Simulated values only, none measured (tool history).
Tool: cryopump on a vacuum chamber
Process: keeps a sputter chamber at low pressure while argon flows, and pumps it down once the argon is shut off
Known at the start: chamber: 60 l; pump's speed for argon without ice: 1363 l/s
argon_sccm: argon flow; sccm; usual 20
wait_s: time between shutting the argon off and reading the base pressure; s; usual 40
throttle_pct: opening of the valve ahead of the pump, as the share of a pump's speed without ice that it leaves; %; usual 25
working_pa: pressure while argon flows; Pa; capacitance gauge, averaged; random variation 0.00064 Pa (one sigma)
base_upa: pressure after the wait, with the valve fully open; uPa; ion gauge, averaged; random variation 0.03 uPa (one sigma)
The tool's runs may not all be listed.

run    hour  argon_sccm  wait_s  throttle_pct  working_pa  base_upa
  1     0.0          20      40            25      0.1007      1.68
  2    40.6          23      40            25      0.1159      1.67
  3   100.0          23      40            25      0.1164      1.75
  4   140.4          23      40            25      0.1185      1.79
  5   193.2          25      40            25      0.1301      1.75
  6   241.3          20      40            42      0.0646      1.85
  7   287.5          20      40            25      0.1071      1.82
  8   332.4          33      40            25      0.1788      1.85
  9   362.4          33      40            25      0.1801      1.87
 10   403.2          20     114            25      0.1102      1.16
 11   452.9          20     114            25      0.1122      1.20
      477.1  -- pump warmed up, emptied and cooled again
 12   503.5          20     114            25      0.1009      0.91
 13   555.8          20     114            25      0.1019      0.96
 14   588.7          20      40            54      0.0498      1.81
 15   621.5          14      40            54      0.0344      1.85
 16   666.3          20      40            57      0.0477      1.85
 17   717.7          20      40            57      0.0487      1.83
 18   764.9          20      40            21      0.1257      1.90
 19   806.4          22      40            31      0.0966      1.86
 20   843.9          22      57            33      0.0929      1.52
 21   875.7          22      57            33      0.0931      1.63
 22   907.5          19      81            25      0.1048      1.36
 23   933.9          29      81            25      0.1618      1.41
      975.4  -- pump warmed up, emptied and cooled again
 24   978.7          26      43            27      0.1210      1.70
 25  1006.8          26      43            27      0.1222      1.70
 26  1041.8          26      43            27      0.1213      1.76
 27  1078.2          26      43            27      0.1225      1.74
 28  1120.4          24      78            27      0.1150      1.26
 29  1170.1          24      42            34      0.0925      1.83
 30  1221.7          24      42            34      0.0950      1.84
 31  1281.5          22      93            34      0.0883      1.26
 32  1318.7          10     108            21      0.0638      1.22
 33  1358.2          30     180            58      0.0792      1.07
 34  1391.7          30     180            58      0.0806      1.15
 35  1438.5          20      42            21      0.1300      2.01

3 ways to go on from here, each from the tool as it stands after run 35. What would each give?
     1474.7  -- pump warmed up, emptied and cooled again
  A  1492.3          17     100            18           ?         ?
     1474.7  -- pump warmed up, emptied and cooled again
  B  1492.3          11      35            36           ?         ?
     1474.7  -- pump warmed up, emptied and cooled again
  C  1492.3          30     230            21           ?         ?

run  working_pa  base_upa
  A      0.1175      1.06
  B      0.0388      2.03
  C      0.1795      0.85
Without the tool's hidden state the same runs would have given:
run  working_pa  base_upa
  A      0.1163      0.67
  B      0.0381      1.63
  C      0.1775      0.45
